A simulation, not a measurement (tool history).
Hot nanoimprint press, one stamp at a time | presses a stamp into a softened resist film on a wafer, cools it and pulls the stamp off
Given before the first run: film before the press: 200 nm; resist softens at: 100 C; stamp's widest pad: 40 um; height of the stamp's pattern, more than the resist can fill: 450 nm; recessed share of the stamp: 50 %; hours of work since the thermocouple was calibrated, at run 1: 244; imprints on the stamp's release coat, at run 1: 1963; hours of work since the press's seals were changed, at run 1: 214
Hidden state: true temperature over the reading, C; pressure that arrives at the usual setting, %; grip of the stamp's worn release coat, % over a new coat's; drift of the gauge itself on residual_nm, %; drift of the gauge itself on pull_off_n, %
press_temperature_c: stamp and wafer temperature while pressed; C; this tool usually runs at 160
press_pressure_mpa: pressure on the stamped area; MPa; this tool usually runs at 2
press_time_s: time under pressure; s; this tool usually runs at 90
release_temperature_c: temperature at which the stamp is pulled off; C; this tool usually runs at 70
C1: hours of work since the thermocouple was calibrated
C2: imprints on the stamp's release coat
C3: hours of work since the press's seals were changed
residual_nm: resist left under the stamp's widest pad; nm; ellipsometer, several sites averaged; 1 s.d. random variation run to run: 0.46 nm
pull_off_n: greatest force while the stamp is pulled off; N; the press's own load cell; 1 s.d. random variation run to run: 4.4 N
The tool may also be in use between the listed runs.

{"run": 1, "day": 0.0, "press_temperature_c": 160, "press_pressure_mpa": 2, "press_time_s": 90, "release_temperature_c": 70, "C1": 244, "C2": 1963, "C3": 214, "residual_nm": 81.8, "pull_off_n": 214}
{"run": 2, "day": 0.212, "press_temperature_c": 160, "press_pressure_mpa": 2, "press_time_s": 90, "release_temperature_c": 70, "C1": 247, "C2": 1975, "C3": 218, "residual_nm": 82, "pull_off_n": 215}
{"run": 3, "day": 0.408, "press_temperature_c": 160, "press_pressure_mpa": 2, "press_time_s": 90, "release_temperature_c": 70, "C1": 250, "C2": 1986, "C3": 221, "residual_nm": 81.5, "pull_off_n": 223}
{"run": 4, "day": 0.629, "press_temperature_c": 160, "press_pressure_mpa": 2, "press_time_s": 90, "release_temperature_c": 70, "C1": 254, "C2": 1999, "C3": 224, "residual_nm": 82, "pull_off_n": 217}
{"day": 0.983, "done": "stamp cleaned and given a new release coat"}
{"run": 5, "day": 1.142, "press_temperature_c": 160, "press_pressure_mpa": 2, "press_time_s": 90, "release_temperature_c": 70, "C1": 258, "C2": 8, "C3": 228, "residual_nm": 80.6, "pull_off_n": 211}
{"run": 6, "day": 1.396, "press_temperature_c": 160, "press_pressure_mpa": 2, "press_time_s": 90, "release_temperature_c": 72, "C1": 262, "C2": 23, "C3": 232, "residual_nm": 80.4, "pull_off_n": 210}
{"run": 7, "day": 1.712, "press_temperature_c": 160, "press_pressure_mpa": 2, "press_time_s": 90, "release_temperature_c": 72, "C1": 267, "C2": 40, "C3": 237, "residual_nm": 81.6, "pull_off_n": 209}
{"run": 8, "day": 2.096, "press_temperature_c": 160, "press_pressure_mpa": 2, "press_time_s": 90, "release_temperature_c": 72, "C1": 273, "C2": 62, "C3": 243, "residual_nm": 80.9, "pull_off_n": 214}
{"run": 9, "day": 2.454, "press_temperature_c": 160, "press_pressure_mpa": 2, "press_time_s": 90, "release_temperature_c": 72, "C1": 279, "C2": 82, "C3": 249, "residual_nm": 81.4, "pull_off_n": 209}
{"day": 2.892, "done": "plate thermocouple calibrated"}
{"run": 10, "day": 2.958, "press_temperature_c": 160, "press_pressure_mpa": 2, "press_time_s": 90, "release_temperature_c": 72, "C1": 1, "C2": 104, "C3": 255, "residual_nm": 81, "pull_off_n": 213}
{"run": 11, "day": 3.167, "press_temperature_c": 160, "press_pressure_mpa": 2, "press_time_s": 90, "release_temperature_c": 72, "C1": 4, "C2": 115, "C3": 258, "residual_nm": 80.4, "pull_off_n": 209}
{"run": 12, "day": 3.45, "press_temperature_c": 160, "press_pressure_mpa": 2, "press_time_s": 90, "release_temperature_c": 72, "C1": 9, "C2": 131, "C3": 263, "residual_nm": 81.4, "pull_off_n": 216}
{"run": 13, "day": 3.854, "press_temperature_c": 160, "press_pressure_mpa": 2, "press_time_s": 90, "release_temperature_c": 72, "C1": 15, "C2": 154, "C3": 269, "residual_nm": 81.3, "pull_off_n": 218}
{"run": 14, "day": 4.083, "press_temperature_c": 160, "press_pressure_mpa": 2, "press_time_s": 90, "release_temperature_c": 72, "C1": 19, "C2": 167, "C3": 273, "residual_nm": 81.1, "pull_off_n": 213}

Forecast run 15:
{"run": 15, "day": 4.346, "press_temperature_c": 160, "press_pressure_mpa": 2, "press_time_s": 90, "release_temperature_c": 60, "C1": 23, "C2": 181, "C3": 277, "residual_nm": "?", "pull_off_n": "?"}

residual_nm: 80.5 nm
pull_off_n: 226 N
Had the tool carried no hidden state, the very same run would have given residual_nm 81.6 nm, pull_off_n 226 N.

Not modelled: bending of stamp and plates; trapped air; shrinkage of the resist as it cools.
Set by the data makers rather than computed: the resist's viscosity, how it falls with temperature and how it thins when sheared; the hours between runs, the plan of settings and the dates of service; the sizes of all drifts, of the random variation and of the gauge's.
